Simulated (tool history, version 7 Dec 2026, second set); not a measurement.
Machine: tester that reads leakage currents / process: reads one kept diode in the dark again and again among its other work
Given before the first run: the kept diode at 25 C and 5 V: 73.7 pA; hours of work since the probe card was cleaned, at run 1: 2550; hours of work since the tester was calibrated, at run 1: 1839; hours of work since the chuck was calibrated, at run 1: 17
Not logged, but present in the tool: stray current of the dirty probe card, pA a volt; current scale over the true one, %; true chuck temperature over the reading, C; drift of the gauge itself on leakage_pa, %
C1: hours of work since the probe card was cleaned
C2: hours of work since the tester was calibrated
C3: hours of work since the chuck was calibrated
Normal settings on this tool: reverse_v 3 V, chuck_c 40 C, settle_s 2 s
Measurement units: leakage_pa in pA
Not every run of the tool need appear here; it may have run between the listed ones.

run 1 hour=0 | reverse_v=3 chuck_c=40 settle_s=2 | C1=2550 C2=1839 C3=17 | leakage_pa=215.96
run 2 hour=39.3 | reverse_v=3 chuck_c=40 settle_s=2 | C1=2578 C2=1868 C3=45 | leakage_pa=216.61
run 3 hour=77.7 | reverse_v=1.19 chuck_c=40 settle_s=2 | C1=2606 C2=1895 C3=73 | leakage_pa=137.72
run 4 hour=129.4 | reverse_v=2.1 chuck_c=40 settle_s=2 | C1=2643 C2=1933 C3=111 | leakage_pa=181.37
run 5 hour=184.5 | reverse_v=2.1 chuck_c=40 settle_s=2 | C1=2683 C2=1973 C3=150 | leakage_pa=182.61
run 6 hour=232 | reverse_v=11.59 chuck_c=40 settle_s=2 | C1=2718 C2=2007 C3=185 | leakage_pa=432.45
run 7 hour=274.4 | reverse_v=11.59 chuck_c=40 settle_s=2 | C1=2749 C2=2038 C3=216 | leakage_pa=436.22
run 8 hour=317.8 | reverse_v=11.59 chuck_c=40 settle_s=2 | C1=2780 C2=2070 C3=247 | leakage_pa=434.35
run 9 hour=375.1 | reverse_v=1.06 chuck_c=40 settle_s=2 | C1=2822 C2=2111 C3=289 | leakage_pa=130.89
run 10 hour=410.1 | reverse_v=1.06 chuck_c=40 settle_s=2 | C1=2847 C2=2136 C3=314 | leakage_pa=131.51
-- hour=417.2 chuck's temperature calibrated
run 11 hour=477.1 | reverse_v=3 chuck_c=40 settle_s=3.9 | C1=2894 C2=2184 C3=43 | leakage_pa=222.91
run 12 hour=518.7 | reverse_v=4.37 chuck_c=37 settle_s=1.31 | C1=2924 C2=2214 C3=74 | leakage_pa=211.7
-- hour=533.1 chuck's temperature calibrated, once more
run 13 hour=567.7 | reverse_v=4.37 chuck_c=37 settle_s=1.31 | C1=2958 C2=2248 C3=25 | leakage_pa=204.73
run 14 hour=626.1 | reverse_v=11.86 chuck_c=25 settle_s=1.68 | C1=3001 C2=2290 C3=67 | leakage_pa=136.1
run 15 hour=669.8 | reverse_v=11.86 chuck_c=25 settle_s=1.68 | C1=3032 C2=2322 C3=99 | leakage_pa=137.18
run 16 hour=728.2 | reverse_v=19.57 chuck_c=30 settle_s=0.61 | C1=3075 C2=2364 C3=141 | leakage_pa=269.21
run 17 hour=789.4 | reverse_v=19.57 chuck_c=30 settle_s=3.03 | C1=3119 C2=2409 C3=186 | leakage_pa=268.14
run 18 hour=821.3 | reverse_v=19.57 chuck_c=30 settle_s=0.52 | C1=3142 C2=2432 C3=209 | leakage_pa=271.13
run 19 hour=863.4 | reverse_v=7.6 chuck_c=26 settle_s=0.9 | C1=3173 C2=2462 C3=239 | leakage_pa=116.44
run 20 hour=899.4 | reverse_v=10.94 chuck_c=59 settle_s=5.59 | C1=3199 C2=2488 C3=266 | leakage_pa=1785.35
run 21 hour=939.2 | reverse_v=10.94 chuck_c=59 settle_s=5.59 | C1=3228 C2=2517 C3=294 | leakage_pa=1799.96

4 ways to go on from here, each from the tool as it stands after run 21. What would each give?
run A hour=988.1 | reverse_v=3 chuck_c=44 settle_s=0.43 | C1=3263 C2=2553 C3=330 | leakage_pa=?
run B hour=988.1 | reverse_v=3 chuck_c=39 settle_s=0.54 | C1=3263 C2=2553 C3=330 | leakage_pa=?
run C hour=988.1 | reverse_v=3.66 chuck_c=53 settle_s=9.69 | C1=3263 C2=2553 C3=330 | leakage_pa=?
run D hour=988.1 | reverse_v=5.57 chuck_c=23 settle_s=4.13 | C1=3263 C2=2553 C3=330 | leakage_pa=?

run=A leakage_pa=305.49
run=B leakage_pa=204.16
run=C leakage_pa=676.15
run=D leakage_pa=77.32
Had the tool no hidden state, the same runs would have come out as:
run=A leakage_pa=298.29
run=B leakage_pa=197.04
run=C leakage_pa=667.43
run=D leakage_pa=64.66

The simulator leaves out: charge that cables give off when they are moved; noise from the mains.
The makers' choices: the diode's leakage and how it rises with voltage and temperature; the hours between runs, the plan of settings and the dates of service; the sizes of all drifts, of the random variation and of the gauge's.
